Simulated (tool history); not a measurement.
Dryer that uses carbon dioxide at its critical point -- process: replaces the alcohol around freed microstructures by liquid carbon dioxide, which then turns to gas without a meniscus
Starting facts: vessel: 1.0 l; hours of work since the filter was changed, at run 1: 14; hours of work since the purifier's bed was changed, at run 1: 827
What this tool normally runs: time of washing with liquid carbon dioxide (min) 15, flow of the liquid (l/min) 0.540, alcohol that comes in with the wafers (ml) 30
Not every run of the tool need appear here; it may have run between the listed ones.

run    hour  time of washing with liquid carbon dioxide (min)  flow of the liquid (l/min)  alcohol that comes in with the wafers (ml)  hours of work since the filter was changed  hours of work since the purifier's bed was changed  alcohol left in the vessel before it's heated (ppm by volume)
  1     0.0                                                15                       0.540                                          30                                          14                                                 827                                                             68
  2    53.1                                                15                       0.640                                          30                                          37                                                 850                                                             73
  3    90.4                                                14                       0.540                                          30                                          53                                                 866                                                             88
  4   118.4                                                14                       0.540                                          30                                          65                                                 878                                                             94
  5   148.1                                                14                       0.540                                          30                                          78                                                 891                                                             84
  6   171.3                                                14                       0.540                                          30                                          88                                                 901                                                             90
  7   221.8                                                14                       0.540                                          30                                         110                                                 923                                                            101
  8   251.4                                                15                       0.540                                          30                                         123                                                 936                                                             84
  9   302.0                                                15                       0.418                                          30                                         144                                                 958                                                            192
 10   336.0                                                15                       0.540                                          90                                         159                                                 972                                                            138
 11   379.9                                                15                       0.540                                          90                                         178                                                 991                                                            141
 12   407.9                                                15                       0.540                                          30                                         190                                                1003                                                             93
 13   461.3                                                15                       0.540                                          30                                         213                                                1026                                                             91
 14   516.0                                                15                       0.540                                          51                                         236                                                1050                                                            129
 15   544.9                                                17                       0.540                                          30                                         249                                                1062                                                             80
 16   595.7                                                11                       0.540                                          30                                         271                                                1084                                                            246
 17   622.9                                                11                       0.540                                          30                                         282                                                1096                                                            263
 18   663.4                                                15                       0.540                                          30                                         300                                                1113                                                            113
 19   699.5                                                15                       0.540                                          30                                         316                                                1129                                                            113
 20   754.2                                                15                       0.540                                          30                                         339                                                1152                                                            110
 21   807.2                                                15                       0.540                                          30                                         362                                                1175                                                            120
 22   856.9                                                15                       0.540                                          30                                         383                                                1197                                                            118
 23   910.3                                                15                       0.540                                          30                                         406                                                1219                                                            123
 24   944.1                                                15                       0.540                                          30                                         421                                                1234                                                            127
 25   986.1                                                10                       0.729                                          65                                         439                                                1252                                                            240
 26  1018.7                                                10                       0.729                                          65                                         453                                                1266                                                            264
 27  1074.9                                                12                       0.351                                          28                                         477                                                1290                                                           1158
 28  1105.6                                                17                       0.341                                          91                                         490                                                1304                                                           1167
 29  1162.1                                                17                       0.341                                          91                                         515                                                1328                                                           1192
     1215.6  -- inlet filter changed
 30  1216.5                                                15                       0.540                                          62                                           0                                                1351                                                            130
 31  1253.1                                                15                       0.540                                          62                                          16                                                1367                                                            126
     1289.5  -- purifier's bed changed
 32  1299.7                                                14                       0.540                                          30                                          35                                                   4                                                             35
 33  1338.9                                                23                       0.540                                          51                                          52                                                  21                                                              0
 34  1373.4                                                23                       0.540                                          51                                          67                                                  36                                                             13
 35  1425.9                                                23                       0.624                                          51                                          89                                                  59                                                              4
 36  1469.2                                                23                       0.624                                          51                                         108                                                  77                                                             10
 37  1499.0                                                23                       0.624                                          51                                         121                                                  90                                                             15
 38  1540.6                                                11                       0.546                                          30                                         139                                                 108                                                            152
 39  1573.1                                                19                       0.637                                          91                                         153                                                 122                                                             14

What will run 40 give?
 40  1615.8                                                20                       0.332                                          91                                         171                                                 141                                                              ?

alcohol left in the vessel before it's heated (ppm by volume): 315
Were there no unlogged condition in the tool, this run, its random variation unchanged, would have produced alcohol left in the vessel before it's heated (ppm by volume) 224.
